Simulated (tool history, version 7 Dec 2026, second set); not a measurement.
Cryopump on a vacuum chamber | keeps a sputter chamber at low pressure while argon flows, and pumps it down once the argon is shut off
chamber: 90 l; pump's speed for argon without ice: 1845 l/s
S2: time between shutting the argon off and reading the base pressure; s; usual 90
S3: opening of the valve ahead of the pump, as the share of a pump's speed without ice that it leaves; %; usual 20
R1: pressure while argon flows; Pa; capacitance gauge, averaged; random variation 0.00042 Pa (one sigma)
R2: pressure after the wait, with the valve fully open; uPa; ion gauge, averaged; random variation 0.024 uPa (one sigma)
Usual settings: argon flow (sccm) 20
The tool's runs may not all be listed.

Run 1, day 0.000: usual settings. Result: R1 0.0936 Pa, R2 1.10 uPa.
Run 2, day 2.488: usual settings but S3 19 %. Result: R1 0.0983 Pa, R2 1.14 uPa.
Run 3, day 6.367: usual settings. Result: R1 0.0939 Pa, R2 1.15 uPa.
Run 4, day 9.521: usual settings. Result: R1 0.0935 Pa, R2 1.16 uPa.
Run 5, day 11.942: usual settings. Result: R1 0.0950 Pa, R2 1.24 uPa.
Run 6, day 13.812: usual settings. Result: R1 0.0938 Pa, R2 1.21 uPa.
Run 7, day 16.292: usual settings. Result: R1 0.0938 Pa, R2 1.24 uPa.
Run 8, day 18.829: usual settings. Result: R1 0.0941 Pa, R2 1.21 uPa.
Run 9, day 22.254: usual settings. Result: R1 0.0947 Pa, R2 1.28 uPa.
Run 10, day 25.988: usual settings. Result: R1 0.0948 Pa, R2 1.31 uPa.
Run 11, day 28.338: usual settings. Result: R1 0.0953 Pa, R2 1.32 uPa.
Run 12, day 30.300: usual settings. Result: R1 0.0951 Pa, R2 1.34 uPa.
Run 13, day 33.742: usual settings. Result: R1 0.0954 Pa, R2 1.36 uPa.
Run 14, day 37.521: usual settings. Result: R1 0.0953 Pa, R2 1.40 uPa.
Run 15, day 41.588: usual settings. Result: R1 0.0965 Pa, R2 1.40 uPa.
Run 16, day 44.979: usual settings. Result: R1 0.0971 Pa, R2 1.47 uPa.
Run 17, day 49.162: usual settings. Result: R1 0.0970 Pa, R2 1.50 uPa.
Run 18, day 51.729: usual settings. Result: R1 0.0975 Pa, R2 1.46 uPa.
At day 53.133: pump warmed up, emptied and cooled again.
Run 19, day 55.029: usual settings. Result: R1 0.0928 Pa, R2 1.35 uPa.
Run 20, day 59.112: usual settings. Result: R1 0.0920 Pa, R2 1.39 uPa.
Run 21, day 61.462: usual settings but argon flow (sccm) 10. Result: R1 0.0464 Pa, R2 1.45 uPa.
Run 22, day 64.367: usual settings but argon flow (sccm) 10. Result: R1 0.0466 Pa, R2 1.43 uPa.
Run 23, day 67.667: usual settings but argon flow (sccm) 17, S3 19 %. Result: R1 0.0827 Pa, R2 1.45 uPa.
Run 24, day 70.554: usual settings but argon flow (sccm) 17, S3 19 %. Result: R1 0.0831 Pa, R2 1.49 uPa.
Run 25, day 74.425: usual settings but S3 39 %. Result: R1 0.0482 Pa, R2 1.49 uPa.
Run 26, day 77.846: usual settings but argon flow (sccm) 21, S2 20 s, S3 41 %. Result: R1 0.0493 Pa, R2 4.06 uPa.
Run 27, day 81.146: usual settings but S2 169 s, S3 15 %. Result: R1 0.1242 Pa, R2 1.22 uPa.
Run 28, day 83.783: usual settings but S2 169 s, S3 15 %. Result: R1 0.1235 Pa, R2 1.24 uPa.
Run 29, day 86.554: usual settings but argon flow (sccm) 24, S2 123 s, S3 44 %. Result: R1 0.0525 Pa, R2 1.45 uPa.
Run 30, day 90.333: usual settings but argon flow (sccm) 24, S2 123 s, S3 44 %. Result: R1 0.0532 Pa, R2 1.41 uPa.
Run 31, day 92.396: usual settings but argon flow (sccm) 24, S2 123 s, S3 44 %. Result: R1 0.0534 Pa, R2 1.45 uPa.
Run 32, day 95.967: usual settings but argon flow (sccm) 24, S2 123 s, S3 44 %. Result: R1 0.0539 Pa, R2 1.49 uPa.
Run 33, day 100.042: usual settings but argon flow (sccm) 24, S2 123 s, S3 44 %. Result: R1 0.0537 Pa, R2 1.55 uPa.

4 ways to go on from here, each from the tool as it stands after run 33. What would each give?
Run A, day 102.888: usual settings but S3 34 %. Result: R1 ?, R2 ?.
Run B, day 102.888: usual settings but S3 34 %. Result: R1 ?, R2 ?.
Run C, day 102.888: usual settings but argon flow (sccm) 16, S2 34 s, S3 19 %. Result: R1 ?, R2 ?.
Run D, day 102.888: usual settings but argon flow (sccm) 24, S2 42 s, S3 44 %. Result: R1 ?, R2 ?.

run      R1    R2
  A  0.0571  1.78
  B  0.0574  1.73
  C  0.0799  2.88
  D  0.0535  2.50
Without the tool's hidden state the same runs would have given:
run      R1    R2
  A  0.0537  0.89
  B  0.0540  0.85
  C  0.0771  2.00
  D  0.0494  1.62

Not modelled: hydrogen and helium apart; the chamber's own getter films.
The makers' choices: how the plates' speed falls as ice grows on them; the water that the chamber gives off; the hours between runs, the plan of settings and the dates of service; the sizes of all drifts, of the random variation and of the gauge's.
